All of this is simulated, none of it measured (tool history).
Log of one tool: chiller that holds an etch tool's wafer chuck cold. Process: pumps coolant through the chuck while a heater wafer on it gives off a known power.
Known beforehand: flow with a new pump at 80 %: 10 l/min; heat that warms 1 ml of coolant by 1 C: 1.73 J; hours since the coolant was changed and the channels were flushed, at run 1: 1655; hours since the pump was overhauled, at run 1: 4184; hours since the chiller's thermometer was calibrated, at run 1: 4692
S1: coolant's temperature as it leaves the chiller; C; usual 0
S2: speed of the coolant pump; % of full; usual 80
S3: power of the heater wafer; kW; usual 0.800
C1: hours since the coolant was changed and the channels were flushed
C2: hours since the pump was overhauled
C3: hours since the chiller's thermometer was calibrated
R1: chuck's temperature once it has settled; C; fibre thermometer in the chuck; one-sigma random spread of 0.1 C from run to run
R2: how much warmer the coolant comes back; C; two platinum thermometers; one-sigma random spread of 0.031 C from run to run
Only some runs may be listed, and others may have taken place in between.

run 1 hour=0.0 | S1=0 S2=80 S3=0.800 | C1=1655 C2=4184 C3=4692 | R1=5.9 R2=2.77
run 2 hour=58.7 | S1=0 S2=80 S3=0.800 | C1=1714 C2=4243 C3=4750 | R1=5.9 R2=2.78
run 3 hour=179.3 | S1=0 S2=80 S3=0.800 | C1=1835 C2=4363 C3=4871 | R1=6.0 R2=2.76
-- hour=225.1 chiller's thermometer calibrated
run 4 hour=267.1 | S1=0 S2=80 S3=0.800 | C1=1921 C2=4450 C3=42 | R1=5.9 R2=2.82
run 5 hour=354.8 | S1=0 S2=80 S3=0.800 | C1=2009 C2=4538 C3=130 | R1=6.0 R2=2.79
run 6 hour=468.4 | S1=0 S2=80 S3=0.403 | C1=2123 C2=4651 C3=243 | R1=3.1 R2=1.40
run 7 hour=532.0 | S1=0 S2=80 S3=0.403 | C1=2186 C2=4715 C3=307 | R1=3.0 R2=1.47
run 8 hour=599.8 | S1=-4 S2=80 S3=0.403 | C1=2254 C2=4783 C3=375 | R1=-0.9 R2=1.43
run 9 hour=668.1 | S1=-7 S2=74 S3=0.884 | C1=2322 C2=4851 C3=443 | R1=-0.1 R2=3.30
run 10 hour=744.4 | S1=2 S2=74 S3=0.644 | C1=2399 C2=4927 C3=519 | R1=6.9 R2=2.46
run 11 hour=868.5 | S1=2 S2=74 S3=0.644 | C1=2523 C2=5051 C3=643 | R1=6.9 R2=2.39
run 12 hour=936.9 | S1=2 S2=74 S3=0.644 | C1=2591 C2=5120 C3=712 | R1=6.9 R2=2.41

For run 13, what comes out?
run 13 hour=1019.8 | S1=4 S2=69 S3=0.971 | C1=2674 C2=5203 C3=795 | R1=? R2=?

Run 13 measured R1 12.1 C, R2 3.98 C.
Minus the tool's unlogged condition, the same run would have read R1 12.1 C, R2 3.96 C.
